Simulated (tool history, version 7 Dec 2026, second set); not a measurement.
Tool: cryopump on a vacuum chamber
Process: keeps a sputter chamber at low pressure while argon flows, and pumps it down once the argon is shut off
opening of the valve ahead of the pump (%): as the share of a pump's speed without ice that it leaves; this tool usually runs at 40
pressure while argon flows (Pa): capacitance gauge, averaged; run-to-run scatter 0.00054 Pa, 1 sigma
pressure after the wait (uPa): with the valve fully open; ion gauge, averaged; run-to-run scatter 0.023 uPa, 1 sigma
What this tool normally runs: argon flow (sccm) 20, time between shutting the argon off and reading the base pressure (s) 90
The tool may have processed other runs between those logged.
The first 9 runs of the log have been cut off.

| run | hour | argon flow (sccm) | time between shutting the argon off and reading the base pressure (s) | opening of the valve ahead of the pump (%) | hours of work since the pump was warmed up and emptied | hours of work since the cold head was overhauled | hours of work since the chamber's fittings were tightened | pressure while argon flows (Pa) | pressure after the wait (uPa) |
|---|---|---|---|---|---|---|---|---|---|
| 10 | 132.4 | 20 | 90 | 40 | 131 | 638 | 525 | 0.0514 | 0.94 |
| 11 | 141.4 | 11 | 90 | 40 | 137 | 644 | 531 | 0.0282 | 1.04 |
| 12 | 154.5 | 20 | 33 | 40 | 146 | 653 | 540 | 0.0507 | 1.92 |
| 13 | 168.6 | 20 | 33 | 40 | 156 | 662 | 550 | 0.0505 | 1.90 |
| 14 | 184.2 | 20 | 34 | 40 | 167 | 673 | 561 | 0.0515 | 1.93 |
| 15 | 199.1 | 20 | 34 | 40 | 177 | 683 | 571 | 0.0521 | 2.00 |
| 16 | 219.6 | 20 | 90 | 40 | 191 | 697 | 585 | 0.0519 | 1.05 |
| 17 | 233.2 | 20 | 27 | 40 | 200 | 707 | 594 | 0.0524 | 2.24 |
| 18 | 249.2 | 20 | 27 | 40 | 211 | 717 | 605 | 0.0514 | 2.27 |

Estimate the outcome of run 19 from the log above:
| 19 | 261.7 | 29 | 129 | 18 | 219 | 726 | 614 | ? | ? |

Logged for run 19: pressure while argon flows (Pa) 0.1626, pressure after the wait (uPa) 0.94.
With no hidden state in the tool, this same run would have given pressure while argon flows (Pa) 0.1598, pressure after the wait (uPa) 0.57.
